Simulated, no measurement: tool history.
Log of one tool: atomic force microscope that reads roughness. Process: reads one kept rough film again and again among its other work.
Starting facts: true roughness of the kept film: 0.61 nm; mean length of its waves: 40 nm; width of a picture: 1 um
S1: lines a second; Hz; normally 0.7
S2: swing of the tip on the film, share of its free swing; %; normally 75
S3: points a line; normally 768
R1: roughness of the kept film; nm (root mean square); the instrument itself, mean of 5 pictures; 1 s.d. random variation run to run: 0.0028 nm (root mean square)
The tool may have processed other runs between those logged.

run	day	S1	S2	S3	R1
1	0	0.7	75	768	0.589
2	0.404	0.7	75	768	0.589
3	0.783	0.7	75	876	0.588
4	1.217	0.7	75	876	0.581
5	1.921	0.7	61	876	0.591
6	2.554	0.7	61	876	0.588
7	3.033	3.755	75	768	0.52
8	3.65	3.755	75	768	0.52
9	4	0.571	71	813	0.587
10	4.596	0.571	71	425	0.582
11	5.229	0.791	60	621	0.582
12	5.912	1.285	64	282	0.573
13	6.379	0.7	75	724	0.572

Predict each of these 4 candidate next runs independently; none follows another, all start after run 13:
A	6.967	0.7	71	725	?
B	6.967	0.7	75	344	?
C	6.967	1.095	68	724	?
D	6.967	0.673	90	768	?

run	R1
A	0.576
B	0.567
C	0.567
D	0.554
With no hidden state in the tool, these same runs would have given:
run	R1
A	0.593
B	0.584
C	0.584
D	0.569

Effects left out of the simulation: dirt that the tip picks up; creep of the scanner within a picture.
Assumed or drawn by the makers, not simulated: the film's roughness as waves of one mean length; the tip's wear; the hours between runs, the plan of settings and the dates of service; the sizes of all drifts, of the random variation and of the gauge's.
